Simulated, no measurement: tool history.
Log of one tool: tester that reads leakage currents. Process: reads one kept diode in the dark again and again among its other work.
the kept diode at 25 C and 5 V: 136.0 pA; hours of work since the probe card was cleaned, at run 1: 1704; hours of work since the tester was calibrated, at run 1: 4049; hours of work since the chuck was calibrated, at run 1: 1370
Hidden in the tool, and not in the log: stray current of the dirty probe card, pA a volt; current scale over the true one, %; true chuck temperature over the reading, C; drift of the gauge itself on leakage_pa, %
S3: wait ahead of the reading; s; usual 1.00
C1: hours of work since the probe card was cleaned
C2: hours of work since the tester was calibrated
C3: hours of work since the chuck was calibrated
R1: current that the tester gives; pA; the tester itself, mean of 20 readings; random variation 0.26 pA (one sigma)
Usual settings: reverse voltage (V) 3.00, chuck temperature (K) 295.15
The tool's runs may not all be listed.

run 1 hour=0.0 | reverse_voltage_(V)=3.00 chuck_temperature_(K)=295.15 S3=1.00 | C1=1704 C2=4049 C3=1370 | R1=79.36
run 2 hour=175.6 | reverse_voltage_(V)=3.00 chuck_temperature_(K)=296.15 S3=1.00 | C1=1782 C2=4127 C3=1448 | R1=85.26
-- hour=191.8 tester calibrated
run 3 hour=366.6 | reverse_voltage_(V)=3.00 chuck_temperature_(K)=296.15 S3=1.00 | C1=1865 C2=78 C3=1532 | R1=83.53
run 4 hour=604.9 | reverse_voltage_(V)=3.00 chuck_temperature_(K)=296.15 S3=1.78 | C1=1971 C2=183 C3=1638 | R1=82.47
-- hour=672.1 chuck's temperature calibrated
run 5 hour=800.0 | reverse_voltage_(V)=3.00 chuck_temperature_(K)=295.15 S3=1.43 | C1=2057 C2=269 C3=57 | R1=89.14
run 6 hour=977.1 | reverse_voltage_(V)=3.00 chuck_temperature_(K)=295.15 S3=1.43 | C1=2135 C2=348 C3=135 | R1=88.40
run 7 hour=1210.6 | reverse_voltage_(V)=3.00 chuck_temperature_(K)=295.15 S3=1.43 | C1=2239 C2=451 C3=239 | R1=87.97
run 8 hour=1391.2 | reverse_voltage_(V)=3.00 chuck_temperature_(K)=295.15 S3=1.43 | C1=2319 C2=531 C3=319 | R1=87.63
run 9 hour=1535.1 | reverse_voltage_(V)=3.00 chuck_temperature_(K)=295.15 S3=1.43 | C1=2383 C2=595 C3=383 | R1=86.76
run 10 hour=1726.5 | reverse_voltage_(V)=3.00 chuck_temperature_(K)=295.15 S3=1.43 | C1=2468 C2=680 C3=468 | R1=87.04
run 11 hour=1987.4 | reverse_voltage_(V)=3.00 chuck_temperature_(K)=295.15 S3=1.43 | C1=2584 C2=796 C3=584 | R1=85.75
run 12 hour=2166.9 | reverse_voltage_(V)=3.00 chuck_temperature_(K)=295.15 S3=1.43 | C1=2663 C2=875 C3=663 | R1=85.41
run 13 hour=2428.5 | reverse_voltage_(V)=3.00 chuck_temperature_(K)=333.15 S3=4.36 | C1=2779 C2=992 C3=779 | R1=1352.69
run 14 hour=2546.0 | reverse_voltage_(V)=3.00 chuck_temperature_(K)=333.15 S3=4.36 | C1=2831 C2=1044 C3=831 | R1=1351.69
run 15 hour=2747.5 | reverse_voltage_(V)=14.16 chuck_temperature_(K)=309.15 S3=0.81 | C1=2921 C2=1133 C3=921 | R1=517.97
run 16 hour=2911.5 | reverse_voltage_(V)=2.67 chuck_temperature_(K)=327.15 S3=2.79 | C1=2994 C2=1206 C3=994 | R1=847.77
run 17 hour=3034.4 | reverse_voltage_(V)=2.67 chuck_temperature_(K)=327.15 S3=2.79 | C1=3048 C2=1260 C3=1048 | R1=839.08
run 18 hour=3213.4 | reverse_voltage_(V)=2.67 chuck_temperature_(K)=327.15 S3=2.79 | C1=3128 C2=1340 C3=1128 | R1=841.09

Run 19 comes next. What will it give?
run 19 hour=3342.4 | reverse_voltage_(V)=6.63 chuck_temperature_(K)=319.15 S3=0.83 | C1=3185 C2=1397 C3=1185 | R1=?

Run 19 gave R1 724.54 pA.
Without the tool's hidden state the same run would have given R1 776.44 pA.
